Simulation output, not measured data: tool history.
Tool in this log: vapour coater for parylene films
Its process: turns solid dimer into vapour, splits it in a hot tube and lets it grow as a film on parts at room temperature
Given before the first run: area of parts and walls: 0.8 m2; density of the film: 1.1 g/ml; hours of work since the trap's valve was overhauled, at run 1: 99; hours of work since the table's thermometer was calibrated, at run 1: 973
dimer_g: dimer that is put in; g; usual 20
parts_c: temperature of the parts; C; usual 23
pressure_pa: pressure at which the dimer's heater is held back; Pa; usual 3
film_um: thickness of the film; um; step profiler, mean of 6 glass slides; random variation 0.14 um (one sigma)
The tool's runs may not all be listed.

run,hour,dimer_g,parts_c,pressure_pa,hours of work since the trap's valve was overhauled,hours of work since the table's thermometer was calibrated,film_um
1,0,20,23,3,99,973,15.96
2,26.5,20,23,3,120,994,16.23
3,43,20,17,3,133,1007,21.01
4,64.9,20,23,3,151,1024,15.81
5,84.4,27,23,3,166,1040,21.23
6,108.1,27,23,4.53,185,1058,20.66
7,128.2,27,23,4.53,200,1074,20.33
8,146.5,27,23,4.53,215,1089,20.37
# hour 149.2: table's thermometer calibrated
# hour 174: trap's valve overhauled
9,182.6,9,27,3.93,7,23,6.05
10,211.7,17,23,3,30,46,13.74
# hour 219.2: table's thermometer calibrated, once more
11,228.7,10,23,9.66,42,8,7.74
12,248.4,24,23,3.8,58,23,19.88
13,270.5,16,21,4.72,75,40,14.28
14,293.7,9,22,3,94,59,7.76
15,318.3,10,19,4.38,113,78,9.55

Branching from run 15: 3 alternative next runs. What would each branch give?
A,346.4,9,17,4.1,135,100,?
B,346.4,27,19,11.43,135,100,?
C,346.4,11,33,4.38,135,100,?

run,film_um
A,9.43
B,23.97
C,5.61
Take away the tool's hidden state, keep each run's random variation, and the runs would have read:
run,film_um
A,9.83
B,24.98
C,5.85
